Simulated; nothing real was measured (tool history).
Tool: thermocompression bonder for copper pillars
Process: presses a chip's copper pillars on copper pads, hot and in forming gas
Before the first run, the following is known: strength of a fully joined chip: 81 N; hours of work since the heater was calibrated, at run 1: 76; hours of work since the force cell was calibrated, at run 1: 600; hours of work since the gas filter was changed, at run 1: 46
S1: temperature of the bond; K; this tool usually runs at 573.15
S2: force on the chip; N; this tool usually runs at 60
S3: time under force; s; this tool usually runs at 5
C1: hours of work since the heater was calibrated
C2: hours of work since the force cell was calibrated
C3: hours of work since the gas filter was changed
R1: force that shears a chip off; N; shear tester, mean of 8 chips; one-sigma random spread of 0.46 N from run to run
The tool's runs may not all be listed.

run,hour,S1,S2,S3,C1,C2,C3,R1
1,0.0,573.15,60,5,76,600,46,33.0
2,23.9,573.15,60,5,92,616,62,33.7
3,45.7,573.15,60,5,107,631,77,33.3
4,87.8,573.15,60,5,136,659,105,32.4
# hour 113.9: forming gas filter changed
5,128.1,573.15,60,5,163,686,10,34.0
6,157.2,573.15,60,5,182,706,29,33.9
7,185.1,573.15,60,5,201,725,48,33.7
8,228.1,573.15,60,5,230,754,77,32.8
9,264.8,573.15,60,5,255,779,102,32.3
10,291.6,573.15,60,5,273,797,120,31.5
# hour 294.5: forming gas filter changed
11,325.5,573.15,60,5,296,820,21,33.7
# hour 329.5: heater calibrated with a thermocouple chip
12,359.2,573.15,60,5,20,841,42,33.6
13,402.7,573.15,60,5,50,870,72,32.1
14,438.2,573.15,60,14,74,894,96,44.1
15,460.8,573.15,60,14,89,910,111,44.9
# hour 468.6: heater calibrated with a thermocouple chip, once more
# hour 480.8: forming gas filter changed
16,484.9,599.15,60,5,11,924,3,41.8
17,520.6,573.15,60,3,35,948,27,27.5
18,557.9,573.15,60,3,60,974,52,26.6
19,601.7,573.15,60,3,90,1003,82,26.3
20,627.2,573.15,60,3,107,1021,99,25.6
21,653.2,584.15,60,7,125,1038,117,37.2
# hour 661.8: forming gas filter changed
22,677.5,587.15,37,3,141,1054,11,17.9
23,714.6,584.15,61,12,166,1079,36,48.5
24,754.4,579.15,48,5,193,1106,63,25.9
25,791.5,573.15,58,5,218,1131,88,30.4
26,834.1,603.15,59,13,247,1160,117,50.3
# hour 842.3: forming gas filter changed
27,877.6,603.15,59,13,276,1189,24,54.5

Here are 4 independent what-if runs from the current tool condition. What would each one return?
A,897.2,578.15,68,5,289,1203,37,?
B,897.2,577.15,43,5,289,1203,37,?
C,897.2,579.15,52,13,289,1203,37,?
D,897.2,573.15,60,5,289,1203,37,?

run,R1
A,37.7
B,22.7
C,42.0
D,32.1
Had the tool no hidden state, the same runs would have come out as:
run,R1
A,42.6
B,26.2
C,47.1
D,36.5
